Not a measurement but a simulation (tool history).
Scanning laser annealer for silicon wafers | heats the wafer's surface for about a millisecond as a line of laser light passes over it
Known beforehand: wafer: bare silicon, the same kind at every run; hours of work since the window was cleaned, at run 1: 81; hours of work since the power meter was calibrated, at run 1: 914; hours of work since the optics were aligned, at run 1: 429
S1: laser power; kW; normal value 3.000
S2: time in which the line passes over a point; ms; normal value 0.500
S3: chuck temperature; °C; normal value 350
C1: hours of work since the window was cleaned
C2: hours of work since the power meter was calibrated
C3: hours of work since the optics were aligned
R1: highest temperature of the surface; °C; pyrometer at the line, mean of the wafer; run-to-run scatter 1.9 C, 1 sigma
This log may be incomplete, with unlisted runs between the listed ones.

run,hour,S1,S2,S3,C1,C2,C3,R1
1,0.0,3.000,0.500,350,81,914,429,1085
2,54.6,3.000,0.500,350,116,948,464,1083
3,119.1,2.793,0.500,350,157,989,505,1023
4,148.2,2.793,0.500,350,175,1008,524,1020
5,204.8,2.793,0.573,350,211,1044,560,1066
6,244.0,2.793,0.573,350,236,1069,585,1066
7,288.7,2.793,0.573,350,265,1097,613,1064
8,334.5,3.000,0.500,350,294,1126,642,1081
9,363.4,3.000,0.500,350,312,1145,661,1075
10,410.7,3.000,0.500,350,342,1175,691,1077
11,478.1,3.000,0.500,314,385,1218,733,1034
12,528.9,3.000,0.500,314,417,1250,766,1032
13,557.8,3.000,0.500,314,436,1268,784,1032
14,608.6,3.000,0.500,357,468,1301,816,1077
15,657.9,2.692,0.500,350,499,1332,848,978
16,700.2,3.262,0.500,350,526,1359,875,1140
17,732.5,3.262,0.500,350,547,1379,895,1140
# hour 748.4: window over the wafer cleaned
18,798.2,3.000,0.438,350,32,1420,936,1037
19,840.2,3.000,0.438,350,58,1447,962,1033
20,894.2,3.000,0.500,350,93,1481,997,1078
21,923.0,3.000,0.500,350,111,1499,1015,1077
22,990.6,3.173,0.411,320,154,1542,1058,1024
# hour 1036.3: optics aligned, line set to its width
23,1039.5,3.053,0.510,330,182,1570,2,1087
24,1073.6,3.139,0.500,350,204,1592,24,1126
25,1102.5,3.139,0.500,350,222,1610,42,1126
26,1151.9,2.978,0.478,332,253,1642,74,1040
27,1206.2,3.048,0.545,368,288,1676,108,1145
28,1268.9,3.048,0.545,368,328,1716,148,1144
29,1313.7,3.248,0.528,354,356,1744,176,1177
30,1382.1,3.226,0.544,363,400,1788,220,1187
31,1430.2,3.039,0.544,332,430,1818,250,1096
32,1463.4,3.139,0.560,336,451,1840,272,1143
33,1498.6,3.139,0.560,336,474,1862,294,1140
34,1539.4,2.617,0.394,336,500,1888,320,873
35,1590.9,2.617,0.394,336,533,1921,353,872
# hour 1627.1: window over the wafer cleaned
36,1627.1,2.617,0.394,336,0,1942,374,886
37,1656.0,3.000,0.500,326,18,1961,393,1063
38,1692.6,3.000,0.500,326,42,1984,416,1066
39,1724.2,2.954,0.383,356,62,2004,436,992
40,1754.2,2.954,0.383,356,81,2023,455,986
41,1813.7,2.954,0.383,356,119,2061,493,983

Predict each of these 3 candidate next runs independently; none follows another, all start after run 41:
A,1880.6,2.660,0.518,376,161,2104,536,?
B,1880.6,2.954,0.383,355,161,2104,536,?
C,1880.6,3.000,0.500,323,161,2104,536,?

run,R1
A,1016
B,983
C,1054
Had the tool no hidden state, the same runs would have come out as:
run,R1
A,1034
B,1000
C,1074
